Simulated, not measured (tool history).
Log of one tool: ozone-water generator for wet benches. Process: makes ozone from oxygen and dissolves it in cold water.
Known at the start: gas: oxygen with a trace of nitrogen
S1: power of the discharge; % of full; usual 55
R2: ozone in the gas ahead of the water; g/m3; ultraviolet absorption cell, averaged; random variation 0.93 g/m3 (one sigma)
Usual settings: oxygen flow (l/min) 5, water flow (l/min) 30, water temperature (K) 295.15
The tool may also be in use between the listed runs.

{"run": 1, "day": 0.0, "S1": 55, "oxygen flow (l/min)": 5, "water flow (l/min)": 30, "water temperature (K)": 295.15, "dissolved ozone (ppm)": 12.1, "R2": 151.2}
{"run": 2, "day": 2.658, "S1": 55, "oxygen flow (l/min)": 5, "water flow (l/min)": 30, "water temperature (K)": 295.15, "dissolved ozone (ppm)": 12.1, "R2": 152}
{"run": 3, "day": 4.788, "S1": 55, "oxygen flow (l/min)": 5, "water flow (l/min)": 30, "water temperature (K)": 295.15, "dissolved ozone (ppm)": 12, "R2": 151.2}
{"run": 4, "day": 7.5, "S1": 55, "oxygen flow (l/min)": 5, "water flow (l/min)": 30, "water temperature (K)": 295.15, "dissolved ozone (ppm)": 12.1, "R2": 150.1}
{"run": 5, "day": 10.417, "S1": 55, "oxygen flow (l/min)": 5, "water flow (l/min)": 30, "water temperature (K)": 295.15, "dissolved ozone (ppm)": 12.1, "R2": 149.9}
{"run": 6, "day": 12.575, "S1": 55, "oxygen flow (l/min)": 5, "water flow (l/min)": 30, "water temperature (K)": 295.15, "dissolved ozone (ppm)": 12, "R2": 151.3}
{"run": 7, "day": 14.179, "S1": 55, "oxygen flow (l/min)": 5, "water flow (l/min)": 30, "water temperature (K)": 295.15, "dissolved ozone (ppm)": 12, "R2": 150.8}
{"run": 8, "day": 16.367, "S1": 55, "oxygen flow (l/min)": 5, "water flow (l/min)": 30, "water temperature (K)": 295.15, "dissolved ozone (ppm)": 11.8, "R2": 149.3}
{"run": 9, "day": 18.996, "S1": 55, "oxygen flow (l/min)": 5, "water flow (l/min)": 30, "water temperature (K)": 295.15, "dissolved ozone (ppm)": 12, "R2": 150.4}
{"run": 10, "day": 21.125, "S1": 55, "oxygen flow (l/min)": 2.71, "water flow (l/min)": 30, "water temperature (K)": 295.15, "dissolved ozone (ppm)": 10.8, "R2": 204.8}
{"day": 21.533, "done": "contactor cleaned"}
{"run": 11, "day": 23.712, "S1": 55, "oxygen flow (l/min)": 3.77, "water flow (l/min)": 30, "water temperature (K)": 295.15, "dissolved ozone (ppm)": 11.2, "R2": 172.8}
{"run": 12, "day": 26.754, "S1": 55, "oxygen flow (l/min)": 5, "water flow (l/min)": 40, "water temperature (K)": 295.15, "dissolved ozone (ppm)": 8.6, "R2": 151.2}
{"day": 29.292, "done": "contactor cleaned, once more"}
{"run": 13, "day": 29.292, "S1": 55, "oxygen flow (l/min)": 5, "water flow (l/min)": 40, "water temperature (K)": 295.15, "dissolved ozone (ppm)": 9.3, "R2": 148.6}
{"run": 14, "day": 31.496, "S1": 55, "oxygen flow (l/min)": 5, "water flow (l/min)": 40, "water temperature (K)": 295.15, "dissolved ozone (ppm)": 9.1, "R2": 148.6}
{"run": 15, "day": 34.888, "S1": 57, "oxygen flow (l/min)": 4.95, "water flow (l/min)": 20, "water temperature (K)": 302.15, "dissolved ozone (ppm)": 16, "R2": 152.9}
{"run": 16, "day": 37.321, "S1": 55, "oxygen flow (l/min)": 5.76, "water flow (l/min)": 35, "water temperature (K)": 295.15, "dissolved ozone (ppm)": 10.9, "R2": 138.3}
{"run": 17, "day": 39.721, "S1": 69, "oxygen flow (l/min)": 5, "water flow (l/min)": 44, "water temperature (K)": 293.15, "dissolved ozone (ppm)": 9.6, "R2": 167.6}

Forecast run 18:
{"run": 18, "day": 41.246, "S1": 69, "oxygen flow (l/min)": 5, "water flow (l/min)": 44, "water temperature (K)": 293.15, "dissolved ozone (ppm)": "?", "R2": "?"}

dissolved ozone (ppm): 9.4
R2: 166.8 g/m3
Without the tool's hidden state the same run would have given dissolved ozone (ppm) 10, R2 176 g/m3.
